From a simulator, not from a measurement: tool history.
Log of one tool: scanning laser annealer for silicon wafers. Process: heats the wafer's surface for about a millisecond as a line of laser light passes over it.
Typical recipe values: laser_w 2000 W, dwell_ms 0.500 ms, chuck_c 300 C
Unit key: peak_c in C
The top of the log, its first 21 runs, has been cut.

run,hour,laser_w,dwell_ms,chuck_c,peak_c
22,235.6,2000,0.500,268,998
23,246.3,2125,0.500,270,1050
# hour 250.6: laser's power meter calibrated
24,258.8,2125,0.500,270,1047
25,269.0,1988,0.500,298,1025
# hour 274.8: laser's power meter calibrated, once more
26,282.5,1988,0.500,298,1023
27,297.1,1988,0.500,298,1026
28,303.9,1988,0.512,298,1032
29,312.7,1988,0.512,291,1025
30,319.5,1988,0.512,291,1025
31,331.1,1988,0.512,291,1025
32,345.6,2174,0.543,330,1168
33,359.4,2150,0.437,326,1063
34,366.9,2163,0.500,317,1108
35,380.2,1947,0.404,304,935
36,392.0,1976,0.404,284,927
37,404.7,2117,0.540,284,1091
38,416.2,2117,0.540,284,1090
39,430.1,2117,0.540,284,1093
40,440.1,2132,0.484,307,1070

Branching from run 40: 3 alternative next runs. What would each branch give?
A,451.1,2077,0.381,310,?
B,451.1,2132,0.396,307,?
C,451.1,2021,0.401,300,?

run,peak_c
A,970
B,996
C,952
What these runs would have given with no unlogged condition in the tool:
run,peak_c
A,999
B,1027
C,981
